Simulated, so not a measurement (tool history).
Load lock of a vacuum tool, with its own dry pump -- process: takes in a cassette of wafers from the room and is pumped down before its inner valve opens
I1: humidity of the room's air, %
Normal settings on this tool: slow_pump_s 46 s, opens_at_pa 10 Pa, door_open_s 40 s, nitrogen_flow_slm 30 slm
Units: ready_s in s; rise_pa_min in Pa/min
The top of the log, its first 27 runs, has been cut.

run 28 hour=10162.6 | slow_pump_s=81 opens_at_pa=16 door_open_s=70 nitrogen_flow_slm=19 | I1=44.3 | ready_s=108.7 rise_pa_min=0.034
run 29 hour=10431.2 | slow_pump_s=85 opens_at_pa=11 door_open_s=33 nitrogen_flow_slm=14 | I1=46.7 | ready_s=112.0 rise_pa_min=0.030
run 30 hour=10895.6 | slow_pump_s=64 opens_at_pa=15 door_open_s=40 nitrogen_flow_slm=10 | I1=46.4 | ready_s=95.0 rise_pa_min=0.036
run 31 hour=11186.4 | slow_pump_s=64 opens_at_pa=15 door_open_s=30 nitrogen_flow_slm=10 | I1=44.1 | ready_s=94.2 rise_pa_min=0.036
run 32 hour=11677.3 | slow_pump_s=46 opens_at_pa=11 door_open_s=40 nitrogen_flow_slm=7 | I1=40.5 | ready_s=80.6 rise_pa_min=0.045
run 33 hour=11947.3 | slow_pump_s=46 opens_at_pa=11 door_open_s=40 nitrogen_flow_slm=7 | I1=45.3 | ready_s=81.0 rise_pa_min=0.046
run 34 hour=12206.8 | slow_pump_s=46 opens_at_pa=10 door_open_s=41 nitrogen_flow_slm=19 | I1=46.6 | ready_s=82.3 rise_pa_min=0.032
run 35 hour=12758.5 | slow_pump_s=38 opens_at_pa=10 door_open_s=82 nitrogen_flow_slm=12 | I1=44.3 | ready_s=75.0 rise_pa_min=0.047
run 36 hour=13113.6 | slow_pump_s=38 opens_at_pa=10 door_open_s=82 nitrogen_flow_slm=12 | I1=41.9 | ready_s=74.9 rise_pa_min=0.044

Below are 5 alternative next runs, each starting from the tool's condition after run 36. Predict each:
run A hour=13347.5 | slow_pump_s=40 opens_at_pa=11 door_open_s=40 nitrogen_flow_slm=33 | I1=45.0 | ready_s=? rise_pa_min=?
run B hour=13347.5 | slow_pump_s=38 opens_at_pa=10 door_open_s=82 nitrogen_flow_slm=10 | I1=44.2 | ready_s=? rise_pa_min=?
run C hour=13347.5 | slow_pump_s=24 opens_at_pa=10 door_open_s=169 nitrogen_flow_slm=30 | I1=46.1 | ready_s=? rise_pa_min=?
run D hour=13347.5 | slow_pump_s=46 opens_at_pa=15 door_open_s=233 nitrogen_flow_slm=30 | I1=46.6 | ready_s=? rise_pa_min=?
run E hour=13347.5 | slow_pump_s=33 opens_at_pa=10 door_open_s=40 nitrogen_flow_slm=30 | I1=38.3 | ready_s=? rise_pa_min=?

run=A ready_s=76.5 rise_pa_min=0.026
run=B ready_s=74.8 rise_pa_min=0.054
run=C ready_s=63.3 rise_pa_min=0.041
run=D ready_s=79.7 rise_pa_min=0.051
run=E ready_s=71.1 rise_pa_min=0.020
Without the tool's unlogged condition, the same runs would have read:
run=A ready_s=76.4 rise_pa_min=0.025
run=B ready_s=74.8 rise_pa_min=0.053
run=C ready_s=63.3 rise_pa_min=0.040
run=D ready_s=79.6 rise_pa_min=0.050
run=E ready_s=71.1 rise_pa_min=0.019
